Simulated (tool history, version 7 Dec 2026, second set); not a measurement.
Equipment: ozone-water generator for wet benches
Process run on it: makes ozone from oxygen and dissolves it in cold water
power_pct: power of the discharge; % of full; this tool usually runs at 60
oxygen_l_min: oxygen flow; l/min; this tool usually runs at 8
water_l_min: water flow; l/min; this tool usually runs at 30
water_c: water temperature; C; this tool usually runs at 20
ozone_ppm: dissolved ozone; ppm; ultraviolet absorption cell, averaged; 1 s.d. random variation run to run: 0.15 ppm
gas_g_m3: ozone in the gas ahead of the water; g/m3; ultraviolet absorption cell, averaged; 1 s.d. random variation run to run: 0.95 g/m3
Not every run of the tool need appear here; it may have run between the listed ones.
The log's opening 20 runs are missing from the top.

run,hour,power_pct,oxygen_l_min,water_l_min,water_c,ozone_ppm,gas_g_m3
21,2013.6,60,8,30,16,14.5,124.7
22,2095.7,65,8,19,20,19.7,127.7
# hour 2159.3: water thermometer calibrated
23,2161.6,65,8,19,20,19.6,126.9
24,2298.9,60,11.11,40,15,11.9,108.9
25,2421.1,60,11.11,40,15,11.7,107.9
26,2486.9,60,11.11,40,15,11.6,107.8
27,2586.3,60,11.11,40,15,11.7,106.6
28,2667.2,60,11.11,40,13,12,106
# hour 2736.8: electrodes of the discharge changed
29,2773,60,11.11,40,13,16.3,145.4
30,2888,60,11.11,40,13,16.2,143.9
31,3033.1,60,6.03,40,15,13.1,176.8
32,3170.6,60,6.03,40,15,13.1,175.9

Branching from run 32: 5 alternative next runs. What would each branch give?
A,3304.3,63,8.78,40,22,?,?
B,3304.3,45,6.03,40,15,?,?
C,3304.3,60,5.19,40,21,?,?
D,3304.3,60,8.4,40,15,?,?
E,3304.3,57,6.15,40,20,?,?

run,ozone_ppm,gas_g_m3
A,13.5,159.5
B,10.6,143
C,11.7,183.6
D,14.6,157.9
E,12.1,168.2
With the hidden condition removed and each run's random variation left untouched, the same runs would have given:
run,ozone_ppm,gas_g_m3
A,14.1,162.2
B,10.9,144.9
C,12.2,186.6
D,15.2,160.5
E,12.5,170.8

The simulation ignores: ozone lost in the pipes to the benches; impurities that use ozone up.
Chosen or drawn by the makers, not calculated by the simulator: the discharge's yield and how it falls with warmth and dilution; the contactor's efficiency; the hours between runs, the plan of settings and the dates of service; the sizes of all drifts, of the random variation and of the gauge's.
